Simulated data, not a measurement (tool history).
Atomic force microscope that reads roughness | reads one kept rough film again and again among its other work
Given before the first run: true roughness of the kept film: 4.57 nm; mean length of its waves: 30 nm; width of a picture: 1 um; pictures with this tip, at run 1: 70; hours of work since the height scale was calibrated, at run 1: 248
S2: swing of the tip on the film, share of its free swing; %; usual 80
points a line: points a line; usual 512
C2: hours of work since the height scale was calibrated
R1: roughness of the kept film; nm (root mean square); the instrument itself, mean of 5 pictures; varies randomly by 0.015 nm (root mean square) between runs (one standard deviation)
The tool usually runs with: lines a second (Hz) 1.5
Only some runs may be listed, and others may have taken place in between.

{"run": 1, "day": 0.0, "lines a second (Hz)": 1.5, "S2": 80, "points a line": 512, "pictures with this tip": 70, "C2": 248, "R1": 3.373}
{"run": 2, "day": 3.104, "lines a second (Hz)": 1.5, "S2": 80, "points a line": 512, "pictures with this tip": 180, "C2": 284, "R1": 3.053}
{"run": 3, "day": 5.912, "lines a second (Hz)": 1.5, "S2": 80, "points a line": 512, "pictures with this tip": 280, "C2": 316, "R1": 2.834}
{"day": 6.646, "done": "new tip fitted"}
{"run": 4, "day": 8.992, "lines a second (Hz)": 1.5, "S2": 80, "points a line": 512, "pictures with this tip": 83, "C2": 352, "R1": 3.309}
{"run": 5, "day": 10.558, "lines a second (Hz)": 1.5, "S2": 75, "points a line": 512, "pictures with this tip": 139, "C2": 370, "R1": 3.231}
{"run": 6, "day": 12.104, "lines a second (Hz)": 1.5, "S2": 80, "points a line": 512, "pictures with this tip": 194, "C2": 388, "R1": 3.028}
{"run": 7, "day": 14.504, "lines a second (Hz)": 1.5, "S2": 80, "points a line": 512, "pictures with this tip": 279, "C2": 416, "R1": 2.806}
{"day": 15.417, "done": "new tip fitted"}
{"run": 8, "day": 15.875, "lines a second (Hz)": 1.5, "S2": 80, "points a line": 512, "pictures with this tip": 16, "C2": 432, "R1": 3.533}
{"run": 9, "day": 18.167, "lines a second (Hz)": 1.5, "S2": 80, "points a line": 512, "pictures with this tip": 98, "C2": 459, "R1": 3.273}
{"run": 10, "day": 20.225, "lines a second (Hz)": 1.5, "S2": 81, "points a line": 512, "pictures with this tip": 171, "C2": 483, "R1": 3.049}
{"run": 11, "day": 23.275, "lines a second (Hz)": 1.5, "S2": 81, "points a line": 512, "pictures with this tip": 280, "C2": 518, "R1": 2.781}
{"day": 24.25, "done": "new tip fitted"}
{"run": 12, "day": 25.65, "lines a second (Hz)": 3.93, "S2": 80, "points a line": 512, "pictures with this tip": 49, "C2": 545, "R1": 3.025}
{"run": 13, "day": 27.112, "lines a second (Hz)": 3.93, "S2": 80, "points a line": 512, "pictures with this tip": 101, "C2": 562, "R1": 2.9}
{"run": 14, "day": 29.479, "lines a second (Hz)": 1.7, "S2": 80, "points a line": 512, "pictures with this tip": 186, "C2": 590, "R1": 3.047}
{"run": 15, "day": 31.358, "lines a second (Hz)": 1.7, "S2": 80, "points a line": 512, "pictures with this tip": 252, "C2": 612, "R1": 2.908}
{"day": 32.958, "done": "new tip fitted"}
{"run": 16, "day": 34.417, "lines a second (Hz)": 1.7, "S2": 80, "points a line": 512, "pictures with this tip": 51, "C2": 647, "R1": 3.392}
{"run": 17, "day": 36.858, "lines a second (Hz)": 1.7, "S2": 80, "points a line": 512, "pictures with this tip": 138, "C2": 676, "R1": 3.151}
{"run": 18, "day": 39.65, "lines a second (Hz)": 1.7, "S2": 80, "points a line": 512, "pictures with this tip": 238, "C2": 708, "R1": 2.883}
{"day": 41.592, "done": "new tip fitted"}
{"run": 19, "day": 41.738, "lines a second (Hz)": 1.7, "S2": 80, "points a line": 512, "pictures with this tip": 5, "C2": 732, "R1": 3.575}
{"run": 20, "day": 43.808, "lines a second (Hz)": 1.7, "S2": 80, "points a line": 512, "pictures with this tip": 79, "C2": 756, "R1": 3.327}
{"run": 21, "day": 46.525, "lines a second (Hz)": 1.5, "S2": 78, "points a line": 512, "pictures with this tip": 175, "C2": 788, "R1": 3.128}
{"run": 22, "day": 48.204, "lines a second (Hz)": 1.5, "S2": 78, "points a line": 512, "pictures with this tip": 235, "C2": 808, "R1": 3.002}
{"day": 50.292, "done": "new tip fitted"}
{"run": 23, "day": 50.896, "lines a second (Hz)": 1.5, "S2": 80, "points a line": 689, "pictures with this tip": 21, "C2": 839, "R1": 3.56}
{"run": 24, "day": 53.492, "lines a second (Hz)": 1.5, "S2": 80, "points a line": 689, "pictures with this tip": 114, "C2": 869, "R1": 3.23}
{"run": 25, "day": 56.529, "lines a second (Hz)": 1.5, "S2": 80, "points a line": 375, "pictures with this tip": 222, "C2": 904, "R1": 2.968}
{"day": 59.142, "done": "new tip fitted"}
{"run": 26, "day": 59.338, "lines a second (Hz)": 1.5, "S2": 80, "points a line": 375, "pictures with this tip": 7, "C2": 937, "R1": 3.588}
{"run": 27, "day": 61.367, "lines a second (Hz)": 1.5, "S2": 80, "points a line": 517, "pictures with this tip": 79, "C2": 960, "R1": 3.38}
{"run": 28, "day": 64.038, "lines a second (Hz)": 0.98, "S2": 61, "points a line": 565, "pictures with this tip": 174, "C2": 991, "R1": 3.337}
{"run": 29, "day": 65.796, "lines a second (Hz)": 1.05, "S2": 64, "points a line": 939, "pictures with this tip": 237, "C2": 1012, "R1": 3.161}
{"run": 30, "day": 67.071, "lines a second (Hz)": 0.55, "S2": 62, "points a line": 657, "pictures with this tip": 282, "C2": 1027, "R1": 3.109}
{"day": 67.9, "done": "new tip fitted"}
{"run": 31, "day": 69.738, "lines a second (Hz)": 0.55, "S2": 62, "points a line": 657, "pictures with this tip": 65, "C2": 1057, "R1": 3.7}
{"run": 32, "day": 72.292, "lines a second (Hz)": 0.55, "S2": 62, "points a line": 657, "pictures with this tip": 156, "C2": 1087, "R1": 3.427}
{"run": 33, "day": 74.283, "lines a second (Hz)": 0.55, "S2": 62, "points a line": 657, "pictures with this tip": 227, "C2": 1110, "R1": 3.221}
{"day": 76.529, "done": "new tip fitted"}
{"run": 34, "day": 77.283, "lines a second (Hz)": 0.55, "S2": 62, "points a line": 657, "pictures with this tip": 27, "C2": 1145, "R1": 3.859}
{"run": 35, "day": 78.725, "lines a second (Hz)": 1.72, "S2": 69, "points a line": 657, "pictures with this tip": 78, "C2": 1162, "R1": 3.465}
{"run": 36, "day": 80.158, "lines a second (Hz)": 0.8, "S2": 87, "points a line": 512, "pictures with this tip": 129, "C2": 1178, "R1": 3.284}
{"run": 37, "day": 82.162, "lines a second (Hz)": 0.65, "S2": 82, "points a line": 336, "pictures with this tip": 201, "C2": 1202, "R1": 3.157}
{"run": 38, "day": 84.117, "lines a second (Hz)": 2.12, "S2": 80, "points a line": 663, "pictures with this tip": 270, "C2": 1224, "R1": 2.762}
{"day": 85.138, "done": "new tip fitted"}
{"run": 39, "day": 86.658, "lines a second (Hz)": 1.45, "S2": 85, "points a line": 512, "pictures with this tip": 54, "C2": 1254, "R1": 3.411}
{"run": 40, "day": 88.133, "lines a second (Hz)": 1.45, "S2": 85, "points a line": 512, "pictures with this tip": 106, "C2": 1271, "R1": 3.272}
{"run": 41, "day": 90.892, "lines a second (Hz)": 2.41, "S2": 74, "points a line": 651, "pictures with this tip": 204, "C2": 1303, "R1": 3.033}
{"day": 93.721, "done": "height scale calibrated on a step standard"}
{"day": 93.908, "done": "new tip fitted"}
{"run": 42, "day": 93.908, "lines a second (Hz)": 1.5, "S2": 80, "points a line": 384, "pictures with this tip": 0, "C2": 2, "R1": 3.622}
{"run": 43, "day": 95.388, "lines a second (Hz)": 2.98, "S2": 72, "points a line": 384, "pictures with this tip": 52, "C2": 19, "R1": 3.355}
{"run": 44, "day": 97.6, "lines a second (Hz)": 2.85, "S2": 78, "points a line": 747, "pictures with this tip": 131, "C2": 45, "R1": 2.983}
{"run": 45, "day": 99.858, "lines a second (Hz)": 1.43, "S2": 78, "points a line": 266, "pictures with this tip": 211, "C2": 71, "R1": 2.957}
{"run": 46, "day": 101.342, "lines a second (Hz)": 1.43, "S2": 78, "points a line": 266, "pictures with this tip": 264, "C2": 88, "R1": 2.868}
{"day": 102.612, "done": "new tip fitted"}
{"run": 47, "day": 104.004, "lines a second (Hz)": 0.53, "S2": 61, "points a line": 266, "pictures with this tip": 50, "C2": 119, "R1": 3.689}
{"run": 48, "day": 106.55, "lines a second (Hz)": 0.53, "S2": 61, "points a line": 266, "pictures with this tip": 141, "C2": 149, "R1": 3.377}
{"run": 49, "day": 109.267, "lines a second (Hz)": 0.53, "S2": 61, "points a line": 266, "pictures with this tip": 237, "C2": 180, "R1": 3.171}
{"day": 111.312, "done": "new tip fitted"}
{"run": 50, "day": 111.312, "lines a second (Hz)": 0.88, "S2": 61, "points a line": 604, "pictures with this tip": 0, "C2": 204, "R1": 3.912}
{"run": 51, "day": 113.179, "lines a second (Hz)": 3.59, "S2": 80, "points a line": 960, "pictures with this tip": 67, "C2": 226, "R1": 3.07}
{"run": 52, "day": 115.229, "lines a second (Hz)": 3.59, "S2": 80, "points a line": 960, "pictures with this tip": 140, "C2": 250, "R1": 2.88}
{"run": 53, "day": 117.317, "lines a second (Hz)": 0.61, "S2": 58, "points a line": 960, "pictures with this tip": 214, "C2": 274, "R1": 3.292}

Below are 3 alternative next runs, each starting from the tool's condition after run 53. Predict each:
{"run": "A", "day": 118.892, "lines a second (Hz)": 1.32, "S2": 68, "points a line": 837, "pictures with this tip": 270, "C2": 292, "R1": "?"}
{"run": "B", "day": 118.892, "lines a second (Hz)": 3.99, "S2": 82, "points a line": 512, "pictures with this tip": 270, "C2": 292, "R1": "?"}
{"run": "C", "day": 118.892, "lines a second (Hz)": 1.5, "S2": 80, "points a line": 433, "pictures with this tip": 270, "C2": 292, "R1": "?"}

run=A R1=3.057
run=B R1=2.461
run=C R1=2.906
Take away the tool's hidden state, keep each run's random variation, and the runs would have read:
run=A R1=3.837
run=B R1=3.09
run=C R1=3.649

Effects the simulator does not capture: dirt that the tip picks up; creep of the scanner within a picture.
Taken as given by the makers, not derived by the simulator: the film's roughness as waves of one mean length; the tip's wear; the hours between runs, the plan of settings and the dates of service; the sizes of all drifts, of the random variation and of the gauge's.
